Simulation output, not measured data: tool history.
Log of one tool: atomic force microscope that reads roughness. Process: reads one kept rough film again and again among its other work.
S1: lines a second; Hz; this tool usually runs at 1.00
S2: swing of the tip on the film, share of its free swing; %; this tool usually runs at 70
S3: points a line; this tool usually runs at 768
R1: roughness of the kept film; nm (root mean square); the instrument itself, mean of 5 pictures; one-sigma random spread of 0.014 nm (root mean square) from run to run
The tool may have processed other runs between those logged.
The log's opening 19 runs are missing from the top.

run   hour    S1  S2   S3     R1
 20  531.3  1.91  70  768  2.185
     537.7  -- new tip fitted
 21  553.2  1.91  70  768  2.609
     581.5  -- new tip fitted
 22  588.0  1.91  70  768  2.969
 23  610.1  1.00  70  768  2.471
     625.1  -- new tip fitted
 24  644.5  1.00  70  768  2.718
     668.5  -- new tip fitted
 25  681.0  1.00  70  768  2.824
     711.0  -- new tip fitted
 26  711.2  1.00  70  768  3.301
 27  730.4  1.00  84  768  2.543
     753.2  -- new tip fitted
 28  758.8  1.00  82  768  2.989
 29  781.5  0.82  70  800  2.495
     796.9  -- new tip fitted
 30  800.0  1.69  73  737  3.057
 31  819.8  0.54  73  271  2.571
 32  835.8  2.47  55  604  2.225
     840.5  -- new tip fitted
 33  852.0  2.47  55  604  2.897
 34  869.3  0.57  74  768  2.446
     883.6  -- new tip fitted
 35  895.0  0.99  70  366  2.870
 36  919.1  3.84  70  768  2.033

Predict the results of run 37:
     927.4  -- new tip fitted
 37  955.9  3.84  70  768   ?

Logged for run 37: R1 2.172 nm (root mean square).
Without the tool's hidden state the same run would have given R1 2.950 nm (root mean square).
